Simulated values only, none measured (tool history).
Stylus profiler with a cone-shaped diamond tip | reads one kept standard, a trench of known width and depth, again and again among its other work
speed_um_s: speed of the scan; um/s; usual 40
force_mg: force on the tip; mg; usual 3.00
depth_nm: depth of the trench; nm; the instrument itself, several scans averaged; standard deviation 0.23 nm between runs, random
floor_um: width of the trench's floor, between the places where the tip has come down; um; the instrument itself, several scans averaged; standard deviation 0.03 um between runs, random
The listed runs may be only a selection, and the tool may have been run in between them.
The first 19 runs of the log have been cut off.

Run 20, hour 1042.9: usual settings. Result: depth_nm 1009.79 nm, floor_um 94.46 um.
At hour 1049.2: height scale calibrated on a step standard.
Run 21, hour 1084.3: usual settings but speed_um_s 90 um/s. Result: depth_nm 1008.16 nm, floor_um 94.34 um.
Run 22, hour 1158.0: usual settings but force_mg 5.02 mg. Result: depth_nm 1013.13 nm, floor_um 94.34 um.
Run 23, hour 1200.2: usual settings but force_mg 5.02 mg. Result: depth_nm 1013.29 nm, floor_um 94.34 um.
Run 24, hour 1259.7: usual settings but speed_um_s 19 um/s, force_mg 2.95 mg. Result: depth_nm 1007.86 nm, floor_um 94.19 um.
Run 25, hour 1310.1: usual settings but speed_um_s 13 um/s, force_mg 1.63 mg. Result: depth_nm 1004.46 nm, floor_um 94.16 um.
Run 26, hour 1363.5: usual settings but speed_um_s 13 um/s, force_mg 1.63 mg. Result: depth_nm 1004.33 nm, floor_um 94.10 um.
Run 27, hour 1396.1: usual settings but speed_um_s 13 um/s, force_mg 1.63 mg. Result: depth_nm 1004.00 nm, floor_um 94.06 um.
At hour 1416.6: new tip fitted, height scale calibrated.
Run 28, hour 1457.6: usual settings but speed_um_s 46 um/s, force_mg 3.17 mg. Result: depth_nm 1012.57 nm, floor_um 96.29 um.
At hour 1493.1: height scale calibrated on a step standard, once more.
Run 29, hour 1493.1: usual settings but speed_um_s 46 um/s, force_mg 3.17 mg. Result: depth_nm 1012.07 nm, floor_um 96.23 um.
Run 30, hour 1567.0: usual settings but speed_um_s 30 um/s, force_mg 4.40 mg. Result: depth_nm 1014.99 nm, floor_um 96.08 um.
Run 31, hour 1598.7: usual settings but speed_um_s 30 um/s, force_mg 4.40 mg. Result: depth_nm 1014.93 nm, floor_um 96.04 um.
Run 32, hour 1633.0: usual settings but force_mg 4.75 mg. Result: depth_nm 1015.92 nm, floor_um 95.96 um.
Run 33, hour 1688.4: usual settings but speed_um_s 27 um/s, force_mg 7.18 mg. Result: depth_nm 1020.66 nm, floor_um 95.88 um.
Run 34, hour 1758.1: usual settings but speed_um_s 27 um/s, force_mg 7.18 mg. Result: depth_nm 1020.25 nm, floor_um 95.72 um.
Run 35, hour 1826.9: usual settings but speed_um_s 27 um/s, force_mg 1.18 mg. Result: depth_nm 1006.24 nm, floor_um 95.57 um.
Run 36, hour 1903.7: usual settings but speed_um_s 147 um/s, force_mg 1.62 mg. Result: depth_nm 1007.70 nm, floor_um 95.16 um.
Run 37, hour 1975.2: usual settings but speed_um_s 68 um/s, force_mg 1.18 mg. Result: depth_nm 1005.34 nm, floor_um 95.14 um.
Run 38, hour 2034.5: usual settings but speed_um_s 15 um/s, force_mg 4.57 mg. Result: depth_nm 1014.98 nm, floor_um 95.27 um.
Run 39, hour 2094.4: usual settings but speed_um_s 15 um/s, force_mg 4.57 mg. Result: depth_nm 1014.35 nm, floor_um 95.19 um.
Run 40, hour 2142.8: usual settings but speed_um_s 15 um/s, force_mg 4.57 mg. Result: depth_nm 1015.06 nm, floor_um 95.12 um.

Run 41 is up next; what results do you expect?
Run 41, hour 2205.9: usual settings but speed_um_s 133 um/s, force_mg 8.24 mg. Result: depth_nm ?, floor_um ?.

Run 41 came out at depth_nm 1021.91 nm, floor_um 94.89 um.
If the tool had no hidden condition, the same run with the same run-to-run variation would have returned depth_nm 1022.85 nm, floor_um 96.41 um.
